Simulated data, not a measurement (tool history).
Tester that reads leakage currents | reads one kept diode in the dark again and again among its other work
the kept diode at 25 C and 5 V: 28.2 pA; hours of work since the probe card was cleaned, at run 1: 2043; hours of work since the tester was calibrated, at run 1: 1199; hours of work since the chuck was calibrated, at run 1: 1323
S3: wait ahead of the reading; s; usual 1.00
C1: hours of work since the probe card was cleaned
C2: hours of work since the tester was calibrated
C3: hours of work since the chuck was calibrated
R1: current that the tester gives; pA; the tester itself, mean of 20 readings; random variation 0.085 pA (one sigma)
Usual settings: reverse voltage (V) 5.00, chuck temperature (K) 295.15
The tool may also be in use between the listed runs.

Run 1, hour 0.0: usual settings; C1 2043; C2 1199; C3 1323. Result: R1 27.66 pA.
Run 2, hour 34.5: usual settings; C1 2063; C2 1218; C3 1342. Result: R1 27.63 pA.
Run 3, hour 68.3: usual settings; C1 2081; C2 1237; C3 1361. Result: R1 27.65 pA.
Run 4, hour 140.0: usual settings but S3 0.94 s; C1 2121; C2 1276; C3 1400. Result: R1 28.03 pA.
Run 5, hour 207.0: usual settings; C1 2158; C2 1313; C3 1438. Result: R1 27.81 pA.
At hour 239.8: chuck's temperature calibrated.
Run 6, hour 242.4: usual settings; C1 2176; C2 1332; C3 1. Result: R1 27.10 pA.
Run 7, hour 279.8: usual settings; C1 2197; C2 1352; C3 22. Result: R1 27.20 pA.
Run 8, hour 326.2: usual settings; C1 2223; C2 1378; C3 48. Result: R1 27.19 pA.
Run 9, hour 366.8: usual settings; C1 2245; C2 1401; C3 70. Result: R1 27.20 pA.
Run 10, hour 422.0: usual settings; C1 2276; C2 1431; C3 101. Result: R1 27.25 pA.
Run 11, hour 475.5: usual settings but chuck temperature (K) 312.15; C1 2305; C2 1461; C3 130. Result: R1 94.11 pA.
Run 12, hour 537.5: usual settings but S3 3.53 s; C1 2339; C2 1495; C3 165. Result: R1 26.76 pA.
Run 13, hour 578.0: usual settings but S3 3.53 s; C1 2362; C2 1517; C3 187. Result: R1 26.66 pA.
Run 14, hour 632.3: usual settings but reverse voltage (V) 4.27, chuck temperature (K) 304.15, S3 3.43 s; C1 2392; C2 1547; C3 217. Result: R1 48.36 pA.
Run 15, hour 685.6: usual settings but reverse voltage (V) 4.27, chuck temperature (K) 304.15, S3 3.43 s; C1 2421; C2 1577; C3 246. Result: R1 48.29 pA.
Run 16, hour 752.9: usual settings but reverse voltage (V) 4.27, chuck temperature (K) 306.15, S3 1.30 s; C1 2459; C2 1614; C3 284. Result: R1 57.00 pA.
Run 17, hour 814.1: usual settings but reverse voltage (V) 1.49, chuck temperature (K) 306.15, S3 1.30 s; C1 2492; C2 1648; C3 317. Result: R1 35.68 pA.
Run 18, hour 850.1: usual settings but reverse voltage (V) 3.10, S3 4.95 s; C1 2512; C2 1668; C3 337. Result: R1 21.38 pA.
Run 19, hour 881.1: usual settings but reverse voltage (V) 3.10, S3 4.95 s; C1 2529; C2 1685; C3 354. Result: R1 21.50 pA.
Run 20, hour 939.3: usual settings but chuck temperature (K) 317.15; C1 2562; C2 1717; C3 387. Result: R1 136.48 pA.
Run 21, hour 977.8: usual settings but reverse voltage (V) 3.88, chuck temperature (K) 314.15, S3 0.54 s; C1 2583; C2 1738; C3 408. Result: R1 99.52 pA.
Run 22, hour 1021.6: usual settings but reverse voltage (V) 3.88, chuck temperature (K) 314.15, S3 0.54 s; C1 2607; C2 1762; C3 432. Result: R1 99.23 pA.
Run 23, hour 1083.0: usual settings but reverse voltage (V) 4.64, chuck temperature (K) 298.15, S3 0.54 s; C1 2641; C2 1796; C3 466. Result: R1 34.43 pA.

Some steps in R1 between neighbouring runs. How much of each would the tool show without its hidden state too (settings, what came in, random variation), and how much is left for the hidden state, with any gauge scatter that isn't in both results?
The hidden state here: stray current of the dirty probe card, pA a volt; current scale over the true one, %; true chuck temperature over the reading, C; drift of the gauge itself on leakage_pa, %.
Run 11 -> 12: chuck temperature (K) 312.15 -> 295.15, S3 1.00 -> 3.53. R1 -67.35 pA: hidden state -1.66, all else -65.69.
Run 16 -> 17: reverse voltage (V) 4.27 -> 1.49. R1 -21.32 pA: hidden state -2.77, all else -18.55.
Run 19 -> 20: reverse voltage (V) 3.10 -> 5.00, chuck temperature (K) 295.15 -> 317.15, S3 4.95 -> 1.00. R1 +114.98 pA: hidden state +5.51, all else +109.47.
